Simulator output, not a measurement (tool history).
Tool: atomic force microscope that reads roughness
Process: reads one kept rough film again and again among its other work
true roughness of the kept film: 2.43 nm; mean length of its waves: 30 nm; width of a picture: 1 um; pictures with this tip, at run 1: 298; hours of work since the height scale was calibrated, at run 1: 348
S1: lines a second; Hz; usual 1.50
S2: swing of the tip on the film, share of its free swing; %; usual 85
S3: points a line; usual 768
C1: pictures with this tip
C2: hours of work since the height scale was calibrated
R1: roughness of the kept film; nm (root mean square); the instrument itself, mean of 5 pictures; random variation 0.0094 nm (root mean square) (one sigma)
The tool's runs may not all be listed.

| run | hour | S1 | S2 | S3 | C1 | C2 | R1 |
|---|---|---|---|---|---|---|---|
| 1 | 0.0 | 1.50 | 85 | 768 | 298 | 348 | 1.880 |
| 2 | 39.4 | 1.50 | 85 | 768 | 336 | 365 | 1.889 |
|  | 86.1 | new tip fitted |
| 3 | 100.9 | 1.79 | 85 | 768 | 14 | 392 | 2.086 |
| 4 | 152.1 | 1.50 | 85 | 768 | 64 | 414 | 2.084 |
| 5 | 183.5 | 1.50 | 85 | 768 | 95 | 427 | 2.044 |
| 6 | 246.6 | 1.50 | 85 | 768 | 157 | 455 | 2.011 |
| 7 | 288.6 | 1.50 | 85 | 768 | 198 | 473 | 1.990 |
| 8 | 344.6 | 1.50 | 85 | 768 | 253 | 497 | 1.935 |
| 9 | 379.8 | 1.50 | 56 | 768 | 287 | 512 | 2.047 |
| 10 | 428.5 | 1.50 | 56 | 768 | 335 | 533 | 1.997 |
| 11 | 456.3 | 1.50 | 56 | 768 | 362 | 545 | 1.985 |
|  | 478.2 | new tip fitted |
| 12 | 495.9 | 1.10 | 61 | 768 | 17 | 562 | 2.217 |
| 13 | 553.2 | 1.74 | 80 | 768 | 73 | 587 | 2.071 |
| 14 | 580.1 | 1.74 | 80 | 768 | 99 | 599 | 2.065 |
| 15 | 640.3 | 1.74 | 80 | 768 | 158 | 625 | 2.009 |
| 16 | 676.5 | 3.50 | 64 | 768 | 194 | 640 | 2.012 |
| 17 | 719.5 | 3.50 | 64 | 768 | 236 | 659 | 1.988 |
| 18 | 775.6 | 3.50 | 64 | 805 | 291 | 683 | 1.946 |

Forecast each of these 3 alternatives for the next run:
| A | 809.1 | 0.50 | 81 | 382 | 323 | 698 | ? |
| B | 809.1 | 3.50 | 85 | 569 | 323 | 698 | ? |
| C | 809.1 | 2.78 | 72 | 341 | 323 | 698 | ? |

| run | R1 |
|---|---|
| A | 1.973 |
| B | 1.762 |
| C | 1.906 |
Without the tool's hidden state the same runs would have given:
| run | R1 |
|---|---|
| A | 2.191 |
| B | 1.957 |
| C | 2.117 |

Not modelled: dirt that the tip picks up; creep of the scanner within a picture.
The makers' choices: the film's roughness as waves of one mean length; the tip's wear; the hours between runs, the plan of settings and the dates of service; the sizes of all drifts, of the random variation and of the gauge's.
